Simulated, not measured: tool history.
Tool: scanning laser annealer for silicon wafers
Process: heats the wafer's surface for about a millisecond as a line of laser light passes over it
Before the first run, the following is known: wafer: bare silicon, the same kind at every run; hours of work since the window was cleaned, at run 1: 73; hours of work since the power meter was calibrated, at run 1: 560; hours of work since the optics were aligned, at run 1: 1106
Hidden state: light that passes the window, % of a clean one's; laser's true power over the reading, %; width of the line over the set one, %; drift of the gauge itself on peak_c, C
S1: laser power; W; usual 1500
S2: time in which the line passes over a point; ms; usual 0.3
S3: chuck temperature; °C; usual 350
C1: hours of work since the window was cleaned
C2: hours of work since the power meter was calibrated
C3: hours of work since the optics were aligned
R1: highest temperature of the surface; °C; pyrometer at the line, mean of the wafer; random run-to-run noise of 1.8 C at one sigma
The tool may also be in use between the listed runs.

| run | hour | S1 | S2 | S3 | C1 | C2 | C3 | R1 |
|---|---|---|---|---|---|---|---|---|
| 1 | 0 | 1500 | 0.3 | 350 | 73 | 560 | 1106 | 1058 |
| 2 | 27.9 | 1500 | 0.3 | 350 | 87 | 575 | 1120 | 1057 |
| 3 | 40.1 | 1500 | 0.3 | 350 | 93 | 581 | 1127 | 1057 |
| 4 | 64.1 | 1500 | 0.3 | 350 | 106 | 594 | 1139 | 1057 |
| 5 | 76.7 | 1500 | 0.3 | 350 | 112 | 600 | 1146 | 1052 |
| 6 | 104.1 | 1500 | 0.3 | 350 | 127 | 614 | 1160 | 1054 |
| 7 | 117.4 | 1500 | 0.3 | 355 | 133 | 621 | 1167 | 1061 |
| 8 | 140.5 | 1500 | 0.3 | 350 | 145 | 633 | 1179 | 1054 |
| 9 | 161 | 1500 | 0.3 | 350 | 156 | 644 | 1189 | 1054 |
| 10 | 185.9 | 1500 | 0.3 | 350 | 169 | 657 | 1202 | 1055 |
| 11 | 199.8 | 1500 | 0.3 | 350 | 176 | 664 | 1209 | 1056 |
| 12 | 223.2 | 1500 | 0.351 | 350 | 188 | 676 | 1222 | 1127 |
| 13 | 251.8 | 1640 | 0.272 | 333 | 203 | 691 | 1236 | 1059 |
| 14 | 271.8 | 1640 | 0.272 | 333 | 214 | 701 | 1247 | 1058 |
| 15 | 292.7 | 1640 | 0.272 | 333 | 224 | 712 | 1258 | 1059 |
| 16 | 315.6 | 1537 | 0.268 | 364 | 236 | 724 | 1270 | 1036 |
| 17 | 334.6 | 1537 | 0.268 | 364 | 246 | 734 | 1279 | 1036 |
| 18 | 351.3 | 1537 | 0.268 | 364 | 255 | 743 | 1288 | 1037 |
| 19 | 364.5 | 1640 | 0.21 | 335 | 262 | 749 | 1295 | 955 |
| 20 | 377.2 | 1398 | 0.288 | 366 | 268 | 756 | 1301 | 1009 |
| 21 | 395.3 | 1337 | 0.288 | 375 | 278 | 765 | 1311 | 993 |
| 22 | 417 | 1337 | 0.288 | 375 | 289 | 777 | 1322 | 988 |
| 23 | 440.9 | 1307 | 0.24 | 350 | 301 | 789 | 1335 | 894 |

Predict each of these 3 candidate next runs independently; none follows another, all start after run 23:
| A | 469.4 | 1621 | 0.24 | 350 | 316 | 804 | 1349 | ? |
| B | 469.4 | 1600 | 0.269 | 350 | 316 | 804 | 1349 | ? |
| C | 469.4 | 1374 | 0.22 | 327 | 316 | 804 | 1349 | ? |

| run | R1 |
|---|---|
| A | 1013 |
| B | 1051 |
| C | 865 |
Without the tool's hidden state the same runs would have given:
| run | R1 |
|---|---|
| A | 1013 |
| B | 1051 |
| C | 865 |
